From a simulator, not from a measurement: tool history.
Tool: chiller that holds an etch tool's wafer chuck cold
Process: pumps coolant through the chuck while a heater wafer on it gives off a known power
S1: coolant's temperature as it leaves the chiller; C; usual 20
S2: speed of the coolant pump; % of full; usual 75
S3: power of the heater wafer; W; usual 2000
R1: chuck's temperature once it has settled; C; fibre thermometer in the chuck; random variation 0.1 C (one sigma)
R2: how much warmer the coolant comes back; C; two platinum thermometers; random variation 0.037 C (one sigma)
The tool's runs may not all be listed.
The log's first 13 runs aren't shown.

{"run": 14, "hour": 1488.2, "S1": 20, "S2": 65, "S3": 1477, "R1": 48.3, "R2": 7.88}
{"run": 15, "hour": 1561.2, "S1": 20, "S2": 75, "S3": 1140, "R1": 39.4, "R2": 5.21}
{"hour": 1602.5, "done": "coolant pump overhauled, once more"}
{"run": 16, "hour": 1718.3, "S1": 20, "S2": 75, "S3": 1140, "R1": 36.2, "R2": 4.21}
{"run": 17, "hour": 1852.2, "S1": 20, "S2": 75, "S3": 1140, "R1": 36.1, "R2": 4.21}
{"run": 18, "hour": 1973.0, "S1": 13, "S2": 75, "S3": 1203, "R1": 30.0, "R2": 4.43}
{"run": 19, "hour": 2082.9, "S1": 13, "S2": 75, "S3": 1203, "R1": 30.3, "R2": 4.4}
{"run": 20, "hour": 2162.8, "S1": 16, "S2": 63, "S3": 2000, "R1": 49.5, "R2": 8.79}
{"run": 21, "hour": 2293.5, "S1": 16, "S2": 63, "S3": 1023, "R1": 33.2, "R2": 4.59}
{"run": 22, "hour": 2417.1, "S1": 21, "S2": 98, "S3": 2234, "R1": 46.8, "R2": 6.32}
{"run": 23, "hour": 2506.7, "S1": 27, "S2": 70, "S3": 2395, "R1": 64.4, "R2": 9.48}
{"run": 24, "hour": 2600.2, "S1": 17, "S2": 80, "S3": 2281, "R1": 48.9, "R2": 7.98}
{"run": 25, "hour": 2691.0, "S1": 13, "S2": 66, "S3": 1944, "R1": 45.2, "R2": 8.19}
{"run": 26, "hour": 2788.5, "S1": 21, "S2": 75, "S3": 1919, "R1": 49.4, "R2": 7.09}
{"run": 27, "hour": 2894.9, "S1": 21, "S2": 75, "S3": 1919, "R1": 49.7, "R2": 7.15}
{"run": 28, "hour": 2998.9, "S1": 21, "S2": 79, "S3": 1919, "R1": 48.7, "R2": 6.84}
{"run": 29, "hour": 3093.4, "S1": 21, "S2": 79, "S3": 1919, "R1": 48.9, "R2": 6.85}
{"run": 30, "hour": 3186.7, "S1": 21, "S2": 79, "S3": 1919, "R1": 49.1, "R2": 6.89}
{"run": 31, "hour": 3309.6, "S1": 16, "S2": 88, "S3": 2615, "R1": 51.1, "R2": 8.38}

Forecast each of these 3 alternatives for the next run:
{"run": "A", "hour": 3419.1, "S1": 16, "S2": 94, "S3": 2615, "R1": "?", "R2": "?"}
{"run": "B", "hour": 3419.1, "S1": 15, "S2": 94, "S3": 1262, "R1": "?", "R2": "?"}
{"run": "C", "hour": 3419.1, "S1": 19, "S2": 88, "S3": 2784, "R1": "?", "R2": "?"}

run=A R1=49.4 R2=7.88
run=B R1=30.9 R2=3.81
run=C R1=56.5 R2=9.02
Without the tool's hidden state the same runs would have given:
run=A R1=44.6 R2=7.67
run=B R1=28.7 R2=3.70
run=C R1=51.0 R2=8.77

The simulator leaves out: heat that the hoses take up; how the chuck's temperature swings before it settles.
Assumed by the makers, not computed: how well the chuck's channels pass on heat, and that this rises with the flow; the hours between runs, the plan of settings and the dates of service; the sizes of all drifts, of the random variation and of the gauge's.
